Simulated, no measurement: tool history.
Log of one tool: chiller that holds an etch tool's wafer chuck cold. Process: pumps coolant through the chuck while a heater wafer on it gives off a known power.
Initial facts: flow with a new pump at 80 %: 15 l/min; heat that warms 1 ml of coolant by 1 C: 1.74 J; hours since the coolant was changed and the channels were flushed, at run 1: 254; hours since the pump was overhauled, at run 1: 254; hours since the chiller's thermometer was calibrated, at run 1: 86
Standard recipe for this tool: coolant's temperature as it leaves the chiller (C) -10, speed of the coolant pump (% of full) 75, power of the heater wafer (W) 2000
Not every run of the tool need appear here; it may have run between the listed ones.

| run | hour | coolant's temperature as it leaves the chiller (C) | speed of the coolant pump (% of full) | power of the heater wafer (W) | hours since the coolant was changed and the channels were flushed | hours since the pump was overhauled | hours since the chiller's thermometer was calibrated | chuck's temperature once it has settled (C) | how much warmer the coolant comes back (C) |
|---|---|---|---|---|---|---|---|---|---|
| 1 | 0 | -10 | 75 | 2000 | 254 | 254 | 86 | 8.3 | 4.87 |
| 2 | 66.2 | -10 | 75 | 2000 | 320 | 320 | 152 | 8.4 | 4.96 |
| 3 | 189.6 | -10 | 75 | 2000 | 444 | 444 | 276 | 8.4 | 4.93 |
| 4 | 252.8 | -10 | 69 | 2000 | 507 | 507 | 339 | 9.8 | 5.41 |
| 5 | 394.7 | -10 | 92 | 2000 | 649 | 649 | 481 | 5.8 | 4.04 |
| 6 | 522.3 | -10 | 75 | 2000 | 776 | 776 | 608 | 8.7 | 5.02 |
| 7 | 587.5 | -10 | 92 | 2000 | 841 | 841 | 674 | 6.2 | 3.95 |
|  | 603.7 | coolant pump overhauled |
| 8 | 695.7 | -10 | 92 | 2000 | 945 | 92 | 777 | 6.2 | 4.08 |
| 9 | 776.3 | -18 | 75 | 2000 | 1025 | 173 | 857 | 1.1 | 5.14 |
| 10 | 875.8 | -18 | 75 | 2000 | 1125 | 272 | 957 | 1.2 | 5.22 |
|  | 948.3 | coolant pump overhauled, once more |
| 11 | 970.5 | -18 | 75 | 2000 | 1214 | 22 | 1047 | 0.8 | 4.87 |
| 12 | 1075.8 | -18 | 75 | 2000 | 1320 | 127 | 1152 | 0.9 | 5.02 |
| 13 | 1160.8 | -18 | 75 | 2000 | 1405 | 212 | 1237 | 1 | 5.04 |
| 14 | 1259.3 | -10 | 90 | 1948 | 1503 | 311 | 1335 | 6.2 | 4.01 |
| 15 | 1401.5 | -9 | 70 | 2236 | 1645 | 453 | 1478 | 13.7 | 6.03 |

Run 16 is up next; what results do you expect?
| 16 | 1514.7 | -7 | 90 | 2275 | 1759 | 566 | 1591 | ? | ? |

chuck's temperature once it has settled (C): 11.9
how much warmer the coolant comes back (C): 4.71
On a tool with no hidden condition, and with the same random variation, this run would have come out at chuck's temperature once it has settled (C) 10.9, how much warmer the coolant comes back (C) 4.6.
